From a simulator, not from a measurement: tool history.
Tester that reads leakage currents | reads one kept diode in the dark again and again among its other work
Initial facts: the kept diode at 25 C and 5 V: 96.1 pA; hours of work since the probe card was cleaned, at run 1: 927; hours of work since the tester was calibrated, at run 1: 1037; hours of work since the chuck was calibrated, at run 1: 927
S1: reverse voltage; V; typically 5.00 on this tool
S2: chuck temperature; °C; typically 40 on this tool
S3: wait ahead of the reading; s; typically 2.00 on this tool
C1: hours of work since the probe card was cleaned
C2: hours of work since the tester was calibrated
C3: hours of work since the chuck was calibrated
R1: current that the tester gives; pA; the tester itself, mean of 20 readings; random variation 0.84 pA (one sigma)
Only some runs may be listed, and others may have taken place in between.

run      day    S1  S2    S3    C1    C2    C3      R1
  1    0.000  5.00  40  2.00   927  1037   927  305.81
  2    4.392  5.00  24  2.00   973  1084   973  102.88
  3    9.238  5.00  24  2.00  1025  1135  1025  103.37
  4   14.567  5.00  24  2.00  1081  1192  1081  103.73
  5   19.612  5.00  24  2.00  1135  1245  1135  104.22
  6   26.779  5.00  24  2.00  1211  1321  1211  105.28
  7   32.129  5.00  40  1.56  1268  1378  1268  317.09
  8   37.183  5.00  40  1.56  1321  1431  1321  316.08
  9   40.125  5.00  40  1.56  1352  1463  1352  318.80
 10   45.221  5.00  40  1.56  1407  1517  1407  318.75
 11   49.250  5.00  40  1.56  1449  1559  1449  320.36
 12   52.812  8.17  40  2.00  1487  1597  1487  393.58
 13   59.879  8.17  40  2.00  1562  1672  1562  397.97
 14   66.896  5.00  40  2.10  1636  1747  1636  325.11
 15   70.842  3.13  40  2.00  1678  1788  1678  269.08
 16   77.775  3.13  40  2.00  1752  1862  1752  270.34
 17   82.408  3.13  40  2.00  1801  1911  1801  269.28
 18   88.600  5.76  20  0.83  1867  1977  1867   93.16
 19   92.542  9.55  39  2.26  1908  2019  1908  409.17
 20   96.275  1.56  33  1.13  1948  2058  1948  129.17
 21  100.671  1.56  33  1.13  1995  2105  1995  129.79
 22  105.288  3.73  42  2.00  2044  2154  2044  339.50
     109.904  -- chuck's temperature calibrated
 23  112.688  3.73  42  2.00  2121  2231    30  287.46
     117.604  -- probe card cleaned and baked
 24  118.400  3.06  45  8.79     8  2291    89  316.31
 25  123.338  5.00  57  1.11    61  2343   141  827.51
 26  127.675  2.57  44  1.11   107  2389   187  278.33
 27  134.004  2.57  44  1.11   174  2456   254  280.83
 28  141.238  2.57  44  1.11   251  2533   331  282.22
 29  148.412  6.54  30  1.11   327  2609   407  161.56

3 ways to go on from here, each from the tool as it stands after run 29. What would each give?
  A  152.392  5.00  40  3.32  369  2651  449   ?
  B  152.392  5.00  21  2.51  369  2651  449   ?
  C  152.392  4.81  25  2.00  369  2651  449   ?

run      R1
  A  286.74
  B   75.31
  C   99.86
The same runs, with their run-to-run variation unchanged, on a tool lacking any hidden condition would have given:
run      R1
  A  278.90
  B   71.92
  C   95.97
